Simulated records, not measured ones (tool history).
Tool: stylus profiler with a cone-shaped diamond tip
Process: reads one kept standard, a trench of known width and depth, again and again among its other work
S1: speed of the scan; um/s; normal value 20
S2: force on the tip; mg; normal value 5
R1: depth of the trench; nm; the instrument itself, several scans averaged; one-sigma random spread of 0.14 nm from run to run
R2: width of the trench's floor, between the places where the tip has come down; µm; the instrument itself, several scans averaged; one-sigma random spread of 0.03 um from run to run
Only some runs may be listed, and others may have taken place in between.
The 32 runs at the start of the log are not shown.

run	hour	S1	S2	R1	R2
33	1401.6	58	8.99	509.87	16.96
34	1431.7	58	8.99	509.75	16.92
35	1479.8	8	3.24	504.88	16.93
36	1520.1	18	2.6	504.2	16.88
37	1550.2	27	3.7	505.29	16.78
38	1582.5	27	3.7	505.34	16.79
39	1633.3	27	3.7	505.43	16.76
40	1664.6	20	4.2	506.08	16.82
41	1727	18	3.8	505.25	16.67
42	1775.7	18	3.8	505.25	16.65
43	1808.3	13	8.73	509.44	16.67
44	1851.8	36	2.79	504.12	16.53
45	1887.1	36	2.79	504.19	16.55
46	1922.2	20	6.61	507.39	16.56
47	1953.9	20	6.61	507.84	16.52

Consider 3 possible next runs. They are alternatives, not a sequence: every one starts from the tool as it was left by run 47. What does each give?
A	2009.3	6	2.7	?	?
B	2009.3	80	1.77	?	?
C	2009.3	20	10.47	?	?

run	R1	R2
A	504.06	16.52
B	503.25	16.27
C	510.5	16.5
Without the tool's unlogged condition, the same runs would have read:
run	R1	R2
A	504.44	17.34
B	503.63	17.1
C	510.89	17.32
